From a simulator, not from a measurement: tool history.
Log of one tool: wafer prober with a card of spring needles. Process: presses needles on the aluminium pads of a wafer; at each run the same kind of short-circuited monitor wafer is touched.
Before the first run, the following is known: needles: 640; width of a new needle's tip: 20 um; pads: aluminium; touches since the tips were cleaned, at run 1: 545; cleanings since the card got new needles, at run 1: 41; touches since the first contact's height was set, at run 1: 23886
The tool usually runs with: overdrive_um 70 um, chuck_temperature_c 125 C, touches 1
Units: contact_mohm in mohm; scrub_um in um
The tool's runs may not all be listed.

run	day	overdrive_um	chuck_temperature_c	touches	touches since the tips were cleaned	cleanings since the card got new needles	touches since the first contact's height was set	contact_mohm	scrub_um
1	0	70	125	1	545	41	23886	330	18.98
# day 0.438: tips cleaned on abrasive film
# day 0.988: tips cleaned on abrasive film
# day 1.429: tips cleaned on abrasive film
# day 1.975: tips cleaned on abrasive film
2	2.246	70	125	1	3626	45	53770	393	19.05
# day 2.467: tips cleaned on abrasive film
# day 3.017: tips cleaned on abrasive film
# day 3.454: tips cleaned on abrasive film
3	3.8	79	125	1	4606	48	74423	384	21.35
# day 3.912: tips cleaned on abrasive film
# day 4.35: tips cleaned on abrasive film
# day 4.9: tips cleaned on abrasive film
# day 5.338: tips cleaned on abrasive film
4	5.567	74	125	1	3027	52	97876	379	19.99
# day 5.788: tips cleaned on abrasive film
# day 6.333: tips cleaned on abrasive film
# day 6.883: tips cleaned on abrasive film
# day 7.321: tips cleaned on abrasive film
5	7.625	74	28	1	4079	56	125288	391	20
# day 7.85: tips cleaned on abrasive film
# day 8.396: tips cleaned on abrasive film
6	8.671	70	125	1	3678	58	139178	409	18.57
# day 8.892: tips cleaned on abrasive film
# day 9.333: tips cleaned on abrasive film
# day 9.854: tips cleaned on abrasive film
7	9.854	70	125	1	0	61	154871	308	18.47
# day 10.404: tips cleaned on abrasive film
# day 10.842: tips cleaned on abrasive film
# day 11.392: tips cleaned on abrasive film
8	11.488	70	125	1	1284	64	176579	375	18.39
# day 11.925: tips cleaned on abrasive film
# day 12.475: tips cleaned on abrasive film
# day 13.021: tips cleaned on abrasive film
# day 13.571: tips cleaned on abrasive film
9	13.908	70	125	2	4511	68	208809	372	18.56
# day 14.021: tips cleaned on abrasive film
# day 14.458: tips cleaned on abrasive film
# day 15.008: tips cleaned on abrasive film
10	15.329	70	125	2	4321	71	227714	369	18.33
# day 15.554: tips cleaned on abrasive film
# day 15.996: tips cleaned on abrasive film
# day 16.542: tips cleaned on abrasive film
# day 16.879: height of the first contact set anew
# day 16.996: tips cleaned on abrasive film
# day 17.542: tips cleaned on abrasive film
11	17.883	70	125	2	4596	76	13349	374	19.19
# day 18: tips cleaned on abrasive film
# day 18.546: tips cleaned on abrasive film
# day 19.088: tips cleaned on abrasive film
12	19.367	70	125	2	3729	79	33040	363	19.02
# day 19.588: tips cleaned on abrasive film
# day 20.029: tips cleaned on abrasive film
# day 20.467: tips cleaned on abrasive film
# day 21.012: tips cleaned on abrasive film
# day 21.45: tips cleaned on abrasive film
13	21.833	70	125	2	5145	84	65844	376	19.01
# day 21.946: tips cleaned on abrasive film
# day 22.496: tips cleaned on abrasive film
# day 22.933: tips cleaned on abrasive film
14	23.212	70	125	2	3758	87	84171	363	19.06
# day 23.438: tips cleaned on abrasive film
# day 23.983: tips cleaned on abrasive film
# day 24.533: tips cleaned on abrasive film
# day 24.971: tips cleaned on abrasive film
15	25.108	70	118	1	1808	91	109319	382	18.77
# day 25.438: tips cleaned on abrasive film
# day 25.875: tips cleaned on abrasive film
# day 26.425: tips cleaned on abrasive film
# day 26.896: tips cleaned on abrasive film
16	26.896	83	82	1	0	95	133075	292	22.4
# day 27.442: tips cleaned on abrasive film
# day 27.992: tips cleaned on abrasive film
17	28.308	83	82	1	4249	97	151912	378	22.41
# day 28.529: tips cleaned on abrasive film
# day 29.075: tips cleaned on abrasive film
# day 29.621: tips cleaned on abrasive film
# day 30.167: tips cleaned on abrasive film
# day 30.662: tips cleaned on abrasive film
18	30.662	67	53	1	0	102	183178	299	17.64
# day 31.208: tips cleaned on abrasive film
# day 31.758: tips cleaned on abrasive film
19	32.125	67	53	1	4932	104	202698	448	17.74
# day 32.238: tips cleaned on abrasive film
# day 32.788: tips cleaned on abrasive film
# day 33.338: tips cleaned on abrasive film
20	33.6	60	44	1	3566	107	222310	469	15.66
# day 33.825: tips cleaned on abrasive film
# day 34.371: tips cleaned on abrasive film
# day 34.917: tips cleaned on abrasive film
21	34.917	60	44	1	0	110	239792	299	15.62
# day 35.467: tips cleaned on abrasive film
# day 35.588: height of the first contact set anew
# day 35.917: tips cleaned on abrasive film
# day 36.392: tips cleaned on abrasive film
22	36.392	74	57	3	0	113	10645	281	20.43
# day 36.933: tips cleaned on abrasive film
# day 37.479: tips cleaned on abrasive film
23	37.667	60	93	1	2524	115	27666	426	16.38
# day 38: tips cleaned on abrasive film
# day 38.546: tips cleaned on abrasive film
# day 39.096: tips cleaned on abrasive film
24	39.35	60	93	1	3401	118	50031	465	16.32
# day 39.571: tips cleaned on abrasive film
# day 40.117: tips cleaned on abrasive film
# day 40.662: tips cleaned on abrasive film
# day 41.212: tips cleaned on abrasive film
# day 41.758: tips cleaned on abrasive film
25	41.758	70	30	3	0	123	82023	281	19.01
# day 42.304: tips cleaned on abrasive film
# day 42.746: tips cleaned on abrasive film
# day 43.183: tips cleaned on abrasive film
26	43.346	70	91	1	2192	126	103180	392	19.01
# day 43.679: tips cleaned on abrasive film
# day 44.117: tips cleaned on abrasive film
# day 44.667: tips cleaned on abrasive film
# day 45.208: tips cleaned on abrasive film
27	45.575	70	91	1	4915	130	132803	444	18.62

Here are 4 independent what-if runs from the current tool condition. What would each one return?
# day 45.688: tips cleaned on abrasive film
# day 46.229: tips cleaned on abrasive film
# day 46.771: tips cleaned on abrasive film
# day 47.321: tips cleaned on abrasive film
A	47.429	75	125	1	1439	134	157430	?	?
# day 45.688: tips cleaned on abrasive film
# day 46.229: tips cleaned on abrasive film
# day 46.771: tips cleaned on abrasive film
# day 47.321: tips cleaned on abrasive film
B	47.429	76	125	2	1439	134	157430	?	?
# day 45.688: tips cleaned on abrasive film
# day 46.229: tips cleaned on abrasive film
# day 46.771: tips cleaned on abrasive film
# day 47.321: tips cleaned on abrasive film
C	47.429	87	44	1	1439	134	157430	?	?
# day 45.688: tips cleaned on abrasive film
# day 46.229: tips cleaned on abrasive film
# day 46.771: tips cleaned on abrasive film
# day 47.321: tips cleaned on abrasive film
D	47.429	70	125	1	1439	134	157430	?	?

run	contact_mohm	scrub_um
A	363	19.96
B	336	20.3
C	326	23.24
D	368	18.55
With the hidden condition removed and each run's random variation left untouched, the same runs would have given:
run	contact_mohm	scrub_um
A	299	20.58
B	297	20.91
C	272	23.85
D	296	19.17
